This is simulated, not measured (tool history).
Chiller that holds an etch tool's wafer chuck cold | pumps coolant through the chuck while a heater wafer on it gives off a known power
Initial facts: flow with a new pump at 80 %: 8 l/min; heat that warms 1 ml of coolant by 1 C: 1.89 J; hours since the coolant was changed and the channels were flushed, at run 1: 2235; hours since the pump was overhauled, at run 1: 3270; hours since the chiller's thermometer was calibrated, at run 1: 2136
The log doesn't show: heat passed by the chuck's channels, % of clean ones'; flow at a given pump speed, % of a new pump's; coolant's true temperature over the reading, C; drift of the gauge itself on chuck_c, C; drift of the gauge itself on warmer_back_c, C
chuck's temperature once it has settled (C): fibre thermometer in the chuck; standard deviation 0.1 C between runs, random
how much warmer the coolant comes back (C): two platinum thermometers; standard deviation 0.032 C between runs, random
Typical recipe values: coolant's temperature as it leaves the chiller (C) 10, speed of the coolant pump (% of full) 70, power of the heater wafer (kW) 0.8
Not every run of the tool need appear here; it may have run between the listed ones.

run    hour  coolant's temperature as it leaves the chiller (C)  speed of the coolant pump (% of full)  power of the heater wafer (kW)  hours since the coolant was changed and the channels were flushed  hours since the pump was overhauled  hours since the chiller's thermometer was calibrated  chuck's temperature once it has settled (C)  how much warmer the coolant comes back (C)
  1       0                                                  10                                     70                             0.8                                                               2235                                 3270                                                  2136                                           18                                         3.8
  2      45                                                  10                                     70                           0.704                                                               2280                                 3315                                                  2181                                         16.9                                        3.33
  3    98.2                                                  10                                     70                             0.8                                                               2333                                 3369                                                  2234                                         17.9                                        3.76
  4   162.4                                                  10                                     70                             0.8                                                               2397                                 3433                                                  2298                                         17.9                                        3.83
  5     224                                                  10                                     70                             0.8                                                               2459                                 3494                                                  2360                                         17.8                                         3.8
  6   270.5                                                  10                                     66                             0.8                                                               2506                                 3541                                                  2406                                         18.4                                        4.09
  7   317.7                                                  10                                     66                             0.8                                                               2553                                 3588                                                  2454                                         18.1                                        3.98
  8   353.8                                                  10                                     70                             0.8                                                               2589                                 3624                                                  2490                                         17.9                                        3.74
  9     405                                                  10                                     70                             0.8                                                               2640                                 3675                                                  2541                                         17.9                                        3.78
 10   440.7                                                  10                                    100                             0.8                                                               2676                                 3711                                                  2577                                         16.2                                        2.59
 11   483.7                                                  10                                    100                             0.8                                                               2719                                 3754                                                  2620                                         16.2                                        2.64
 12   548.7                                                  10                                    100                             0.8                                                               2784                                 3819                                                  2685                                         16.1                                        2.59
 13     606                                                  10                                    100                             0.8                                                               2841                                 3876                                                  2742                                         16.3                                        2.62
 14   670.9                                                  10                                    100                             0.8                                                               2906                                 3941                                                  2807                                         16.2                                        2.62
 15   718.5                                                  10                                    100                             0.8                                                               2953                                 3989                                                  2854                                         16.4                                        2.61
 16   751.7                                                  10                                    100                             0.8                                                               2987                                 4022                                                  2888                                         16.2                                        2.54
 17   794.2                                                   4                                     69                           0.473                                                               3029                                 4065                                                  2930                                          8.8                                        2.26
 18   839.5                                                   4                                     69                           0.473                                                               3074                                 4110                                                  2975                                          8.6                                        2.28
 19   895.9                                                   4                                     69                           0.473                                                               3131                                 4166                                                  3032                                            9                                        2.27
 20   938.5                                                   4                                     69                           0.473                                                               3173                                 4209                                                  3074                                          8.8                                        2.29
 21   970.5                                                  18                                     64                           1.109                                                               3205                                 4241                                                  3106                                         29.9                                        5.86
 22  1026.9                                                  16                                     90                           1.109                                                               3262                                 4297                                                  3163                                         25.4                                        4.05
 23  1088.1                                                  14                                     79                           1.109                                                               3323                                 4359                                                  3224                                         24.1                                        4.62
 24  1128.9                                                  10                                     72                           0.891                                                               3364                                 4399                                                  3265                                         18.8                                        4.13
 25  1193.4                                                  10                                     72                           0.891                                                               3428                                 4464                                                  3329                                         18.8                                        4.13
 26  1255.1                                                  10                                     72                           0.891                                                               3490                                 4526                                                  3391                                         18.7                                        4.11
 27  1323.4                                                   7                                     83                           0.891                                                               3558                                 4594                                                  3459                                         14.9                                        3.56
 28  1387.4                                                   8                                     98                           0.668                                                               3622                                 4658                                                  3523                                         13.3                                        2.24
 29  1436.4                                                   4                                     67                           0.891                                                               3671                                 4707                                                  3572                                         13.4                                        4.45
 30  1499.6                                                   4                                     67                           0.891                                                               3735                                 4770                                                  3635                                         13.2                                        4.49
 31    1528                                                   4                                     67                           0.891                                                               3763                                 4798                                                  3664                                         13.3                                        4.42

Below, some changes in chuck's temperature once it has settled (C) between adjacent runs. For each, the amount present without the hidden state too (settings, incoming material, random variation) and the amount remaining for the hidden state with gauge scatter not shared by both compared results:
Run 16 -> 17: coolant's temperature as it leaves the chiller (C) 10 -> 4, speed of the coolant pump (% of full) 100 -> 69, power of the heater wafer (kW) 0.8 -> 0.473. chuck's temperature once it has settled (C) -7.4: hidden state -0.1, all else -7.3.
Run 20 -> 21: coolant's temperature as it leaves the chiller (C) 4 -> 18, speed of the coolant pump (% of full) 69 -> 64, power of the heater wafer (kW) 0.473 -> 1.109. chuck's temperature once it has settled (C) +21.1: hidden state +0.4, all else +20.7.
Run 23 -> 24: coolant's temperature as it leaves the chiller (C) 14 -> 10, speed of the coolant pump (% of full) 79 -> 72, power of the heater wafer (kW) 1.109 -> 0.891. chuck's temperature once it has settled (C) -5.3: hidden state -0.2, all else -5.1.
Run 28 -> 29: coolant's temperature as it leaves the chiller (C) 8 -> 4, speed of the coolant pump (% of full) 98 -> 67, power of the heater wafer (kW) 0.668 -> 0.891. chuck's temperature once it has settled (C) +0.1: hidden state +0.3, all else -0.2.
